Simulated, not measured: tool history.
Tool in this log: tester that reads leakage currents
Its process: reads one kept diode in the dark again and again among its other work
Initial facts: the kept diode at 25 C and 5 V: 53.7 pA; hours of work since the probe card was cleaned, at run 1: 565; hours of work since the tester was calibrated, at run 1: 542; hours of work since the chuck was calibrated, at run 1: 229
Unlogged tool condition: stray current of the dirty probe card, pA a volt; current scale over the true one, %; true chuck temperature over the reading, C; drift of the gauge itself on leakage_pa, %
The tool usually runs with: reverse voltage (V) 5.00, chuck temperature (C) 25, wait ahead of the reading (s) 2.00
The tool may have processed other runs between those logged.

run	hour	reverse voltage (V)	chuck temperature (C)	wait ahead of the reading (s)	hours of work since the probe card was cleaned	hours of work since the tester was calibrated	hours of work since the chuck was calibrated	current that the tester gives (pA)
1	0.0	5.00	25	2.00	565	542	229	54.64
2	29.0	5.00	25	1.93	578	555	243	54.53
3	53.5	14.30	25	1.93	589	567	254	91.60
4	77.0	14.30	25	1.93	600	577	265	91.86
5	109.7	5.00	25	2.00	615	592	280	54.32
6	128.8	5.00	25	2.00	624	601	288	54.48
7	159.9	5.00	25	1.16	638	615	303	54.25
8	187.9	5.00	25	1.16	651	628	315	54.29
9	208.3	5.00	25	1.16	660	637	325	54.33
10	245.5	5.00	25	1.16	677	654	342	54.43
11	277.6	5.00	25	1.16	692	669	356	54.03
12	293.6	5.00	25	1.16	699	676	364	54.12
13	324.7	5.81	59	1.16	713	691	378	853.75
14	348.1	2.09	22	1.03	724	701	389	27.30
15	382.7	2.09	22	1.03	740	717	405	27.19
16	413.0	2.16	52	1.52	754	731	418	324.76
17	437.8	3.04	25	0.32	765	742	430	43.27
18	458.5	3.04	25	0.32	775	752	439	43.03
19	494.1	4.14	25	2.00	791	768	456	48.70
20	520.3	4.14	25	2.00	803	780	468	48.64
21	554.4	5.00	23	0.70	818	796	483	45.78
22	570.5	2.97	22	2.08	826	803	490	31.96
23	589.6	2.97	22	2.08	835	812	499	31.85

A few steps of current that the tester gives (pA) between consecutive runs. Split each: what settings, incoming material and random variation would produce without the hidden state, and what is left over for the hidden state, along with gauge scatter present in only one of the two compared results (measured, and without hidden state):
Run 12 -> 13: reverse voltage (V) 5.00 -> 5.81, chuck temperature (C) 25 -> 59. current that the tester gives (pA) +799.63: hidden state -53.03, all else +852.66.
Run 13 -> 14: reverse voltage (V) 5.81 -> 2.09, chuck temperature (C) 59 -> 22, wait ahead of the reading (s) 1.16 -> 1.03. current that the tester gives (pA) -826.45: hidden state +52.70, all else -879.15.

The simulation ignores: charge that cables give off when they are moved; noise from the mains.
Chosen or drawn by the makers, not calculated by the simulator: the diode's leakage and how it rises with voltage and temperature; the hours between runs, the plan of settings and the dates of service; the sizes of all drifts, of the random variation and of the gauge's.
